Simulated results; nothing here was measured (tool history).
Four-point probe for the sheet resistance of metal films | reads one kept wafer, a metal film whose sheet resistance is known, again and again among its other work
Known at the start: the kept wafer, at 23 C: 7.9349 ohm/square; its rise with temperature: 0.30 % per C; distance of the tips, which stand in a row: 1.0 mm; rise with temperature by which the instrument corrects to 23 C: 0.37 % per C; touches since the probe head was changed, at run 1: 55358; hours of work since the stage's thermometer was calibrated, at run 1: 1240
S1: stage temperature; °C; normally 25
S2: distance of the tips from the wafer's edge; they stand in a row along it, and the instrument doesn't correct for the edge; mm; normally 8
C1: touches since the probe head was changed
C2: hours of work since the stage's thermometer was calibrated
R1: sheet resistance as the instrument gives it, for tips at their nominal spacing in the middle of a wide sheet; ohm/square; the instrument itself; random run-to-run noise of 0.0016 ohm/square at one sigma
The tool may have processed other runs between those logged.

run,hour,S1,S2,C1,C2,R1
1,0,25,8,55358,1240,8.016693
2,22.2,25,8,56058,1250,8.013848
3,64.8,25,25,57404,1268,7.953894
4,98.1,25,8,58454,1282,8.018033
5,117.7,25,8,59075,1291,8.014059
6,137.3,19,8,59694,1299,8.048824
7,167.6,19,8,60649,1312,8.051819
8,197.1,19,8,61582,1325,8.051432
9,235.2,19,8,62785,1341,8.052303
10,276.4,19,8,64084,1359,8.050248
11,297,19,8,64736,1368,8.047818
12,329.8,25,6,65769,1382,8.061176
13,374.3,25,6,67175,1401,8.061105
14,395.8,25,6,67856,1411,8.060547
15,418.5,21,6,68572,1420,8.085823
16,440,21,6,69250,1430,8.086928
17,473.4,23,40,70304,1444,7.956253
18,518.3,23,40,71724,1464,7.958156
19,560.5,34,12,73055,1482,7.918836
20,591.8,34,12,74043,1495,7.919046
21,620.6,19,27,74952,1508,7.984703
22,654.4,19,27,76019,1522,7.981968
23,697.3,29,14,77375,1541,7.939779

Forecast each of these 3 alternatives for the next run:
A,721.5,27,44,78140,1551,?
B,721.5,31,28,78140,1551,?
C,721.5,33,3,78140,1551,?

run,R1
A,7.928663
B,7.90885
C,8.336018
With the hidden condition removed and each run's random variation left untouched, the same runs would have given:
run,R1
A,7.911941
B,7.892109
C,8.318448

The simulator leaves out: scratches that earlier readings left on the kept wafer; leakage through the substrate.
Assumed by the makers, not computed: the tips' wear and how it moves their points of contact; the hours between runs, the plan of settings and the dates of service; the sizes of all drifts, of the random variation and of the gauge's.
